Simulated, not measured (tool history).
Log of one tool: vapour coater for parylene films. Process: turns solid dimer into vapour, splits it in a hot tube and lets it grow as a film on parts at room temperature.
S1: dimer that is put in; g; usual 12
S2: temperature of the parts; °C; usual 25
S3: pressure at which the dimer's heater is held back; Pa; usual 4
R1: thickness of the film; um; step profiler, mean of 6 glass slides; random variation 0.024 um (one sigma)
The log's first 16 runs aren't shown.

run	hour	S1	S2	S3	R1
17	700.1	12	25	4.7	2.8
18	747.9	12	25	4.67	2.82
# hour 777.8: trap's valve overhauled, once more
19	777.8	21	24	6.29	5.46
20	826.1	21	24	6.29	5.35
21	850.7	12	25	4	3.21
22	878.1	12	25	4	3.2
23	917.9	9	25	8.39	2.22
24	942.5	18	24	3.79	4.8
25	991.2	5	31	4	1.21

Run 26 comes next. What will it give?
# hour 996: table's thermometer calibrated
26	1042.7	20	25	10.62	?

R1: 4.66 um
Without the tool's hidden state the same run would have given R1 4.8 um.
